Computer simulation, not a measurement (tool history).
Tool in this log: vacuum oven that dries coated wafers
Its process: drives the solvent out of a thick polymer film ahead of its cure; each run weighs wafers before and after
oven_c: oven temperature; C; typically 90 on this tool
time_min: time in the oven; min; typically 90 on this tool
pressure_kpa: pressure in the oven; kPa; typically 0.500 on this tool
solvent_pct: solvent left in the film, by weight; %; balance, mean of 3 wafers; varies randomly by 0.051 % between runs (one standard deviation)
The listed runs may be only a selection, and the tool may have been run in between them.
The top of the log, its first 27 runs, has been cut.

run,day,oven_c,time_min,pressure_kpa,hours of work since the thermocouples were calibrated,hours of work since the vacuum gauge was cleaned of residue,solvent_pct
28,22.392,79,59,1.900,693,507,8.50
29,23.179,79,62,0.277,701,515,7.66
30,24.267,93,127,0.489,713,527,0.43
31,25.208,93,127,0.489,723,536,0.37
32,26.371,93,127,0.489,735,549,0.40
33,27.121,93,127,0.433,743,557,0.49
# day 27.333: oven's thermocouples calibrated
34,27.838,102,90,0.319,5,563,0.06
35,28.675,99,90,0.500,14,572,0.25
36,29.658,97,90,0.500,25,583,0.30
37,30.683,79,79,0.500,36,594,5.85
38,31.558,90,90,0.278,45,603,1.20

Forecast each of these 5 alternatives for the next run:
A,32.183,90,90,0.260,51,610,?
B,32.183,90,122,1.412,51,610,?
C,32.183,104,95,0.817,51,610,?
D,32.183,98,72,1.960,51,610,?
E,32.183,75,57,1.033,51,610,?

run,solvent_pct
A,1.20
B,0.83
C,0.15
D,0.89
E,9.54
With no hidden state in the tool, these same runs would have given:
run,solvent_pct
A,1.08
B,0.76
C,0.13
D,0.82
E,9.31
